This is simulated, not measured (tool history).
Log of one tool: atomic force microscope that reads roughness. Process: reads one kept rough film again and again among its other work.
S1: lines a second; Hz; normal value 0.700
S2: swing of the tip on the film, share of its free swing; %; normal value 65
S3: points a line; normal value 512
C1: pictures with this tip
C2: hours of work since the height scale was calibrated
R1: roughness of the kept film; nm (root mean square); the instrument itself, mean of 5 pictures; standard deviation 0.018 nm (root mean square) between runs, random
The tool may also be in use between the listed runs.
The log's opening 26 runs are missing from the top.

run,hour,S1,S2,S3,C1,C2,R1
27,944.1,0.700,65,289,133,95,4.436
28,988.9,0.525,65,512,226,129,4.505
29,1011.4,0.525,65,512,273,145,4.510
# hour 1042.8: new tip fitted
30,1056.4,0.525,65,512,28,179,4.481
31,1099.4,0.700,65,416,117,211,4.459
32,1129.3,0.700,68,655,179,233,4.445
33,1151.9,2.211,65,529,226,250,4.278
34,1192.0,2.211,65,529,309,280,4.294
# hour 1204.8: new tip fitted
35,1226.3,0.639,65,334,45,305,4.444
36,1277.8,0.801,60,808,151,343,4.482
37,1298.7,0.801,79,641,195,359,4.366
38,1348.5,0.585,67,301,298,396,4.479
# hour 1366.1: new tip fitted
39,1392.6,0.585,67,665,55,428,4.485
40,1443.6,0.585,67,665,161,466,4.469
41,1470.1,3.844,67,665,216,486,4.089
42,1492.6,3.844,67,665,262,503,4.066
# hour 1526.8: new tip fitted
43,1531.1,3.844,67,665,9,531,4.048
44,1565.4,0.700,76,735,80,557,4.372
45,1593.5,1.451,65,790,139,578,4.376
46,1638.8,3.696,65,779,232,612,4.109
47,1683.9,2.199,86,471,326,645,3.854
# hour 1688.9: new tip fitted
48,1723.7,2.199,86,471,72,675,3.847
49,1755.3,1.279,89,512,138,698,4.022
50,1784.5,1.279,89,406,198,720,4.040

Here are 3 independent what-if runs from the current tool condition. What would each one return?
A,1834.1,1.279,89,490,301,757,?
B,1834.1,3.632,73,347,301,757,?
C,1834.1,0.700,66,512,301,757,?

run,R1
A,4.046
B,3.913
C,4.455
With the hidden condition removed and each run's random variation left untouched, the same runs would have given:
run,R1
A,4.053
B,3.920
C,4.464

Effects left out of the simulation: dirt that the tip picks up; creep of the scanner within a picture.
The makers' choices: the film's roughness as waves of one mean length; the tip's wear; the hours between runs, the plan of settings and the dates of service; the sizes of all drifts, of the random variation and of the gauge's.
